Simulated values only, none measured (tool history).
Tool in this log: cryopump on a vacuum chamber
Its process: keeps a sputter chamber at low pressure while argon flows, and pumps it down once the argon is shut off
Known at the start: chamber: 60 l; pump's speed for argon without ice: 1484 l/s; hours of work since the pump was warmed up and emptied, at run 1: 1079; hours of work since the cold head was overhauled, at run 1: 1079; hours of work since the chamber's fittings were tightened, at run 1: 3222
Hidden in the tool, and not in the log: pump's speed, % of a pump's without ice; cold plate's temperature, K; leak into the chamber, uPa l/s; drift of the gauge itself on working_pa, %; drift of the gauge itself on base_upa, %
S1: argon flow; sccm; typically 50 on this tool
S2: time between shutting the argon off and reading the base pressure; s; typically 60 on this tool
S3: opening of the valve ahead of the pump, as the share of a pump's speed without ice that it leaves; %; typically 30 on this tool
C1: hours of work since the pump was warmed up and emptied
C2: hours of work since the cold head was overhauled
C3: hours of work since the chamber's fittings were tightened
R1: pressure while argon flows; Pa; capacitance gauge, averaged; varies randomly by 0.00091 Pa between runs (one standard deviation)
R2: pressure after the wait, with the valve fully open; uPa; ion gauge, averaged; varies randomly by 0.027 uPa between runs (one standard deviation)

run	hour	S1	S2	S3	C1	C2	C3	R1	R2
1	0.0	50	60	30	1079	1079	3222	0.2193	4.03
# hour 12.6: pump warmed up, emptied and cooled again
2	67.1	50	60	30	33	1116	3259	0.1901	3.04
3	122.5	29	60	30	67	1150	3293	0.1115	3.11
4	214.9	29	60	30	123	1206	3349	0.1113	3.15
5	281.9	29	60	30	163	1246	3390	0.1122	3.28
6	333.8	50	60	24	195	1278	3421	0.2428	3.26
7	402.8	50	60	24	236	1320	3463	0.2440	3.34
8	451.9	50	60	24	266	1349	3493	0.2419	3.36
9	566.3	53	60	24	336	1419	3562	0.2612	3.41
10	656.7	50	60	30	390	1474	3617	0.2003	3.50
11	762.0	88	221	35	454	1537	3680	0.3071	2.99
12	860.0	32	27	35	514	1597	3740	0.1117	4.93
13	951.9	100	60	22	569	1653	3796	0.5461	4.05
# hour 992.0: leaking fittings of the chamber tightened, without venting
14	1066.3	61	60	29	637	1721	45	0.2598	1.32
15	1175.7	61	32	49	704	1787	111	0.1644	2.18
16	1260.0	61	32	49	755	1838	162	0.1653	2.27
17	1309.6	64	25	31	785	1868	192	0.2604	2.78
18	1380.4	50	25	20	828	1911	235	0.3085	2.79
19	1430.3	21	53	21	858	1941	266	0.1242	1.64

How the hidden state differs across the entries between the runs, from the last listed run before each to the first after it:
Run 1 -> run 2: pump warmed up, emptied and cooled again (hour 12.6)
  pump's speed, % of a pump's without ice: 66.2 -> 98.4; cold plate's temperature, K: 12.7 -> 12.71; leak into the chamber, uPa l/s: 2970 -> 3004
  measured value less the no-hidden-state value, R1: +0.0302 -> +0.0017 Pa; R2: +2.84 -> +1.88 uPa
Run 13 -> run 14: leaking fittings of the chamber tightened, without venting (hour 992.0)
  pump's speed, % of a pump's without ice: 81.4 -> 79.3; cold plate's temperature, K: 12.91 -> 12.94; leak into the chamber, uPa l/s: 3446 -> 355
  measured value less the no-hidden-state value, R1: +0.0286 -> +0.0198 Pa; R2: +2.80 -> +0.11 uPa

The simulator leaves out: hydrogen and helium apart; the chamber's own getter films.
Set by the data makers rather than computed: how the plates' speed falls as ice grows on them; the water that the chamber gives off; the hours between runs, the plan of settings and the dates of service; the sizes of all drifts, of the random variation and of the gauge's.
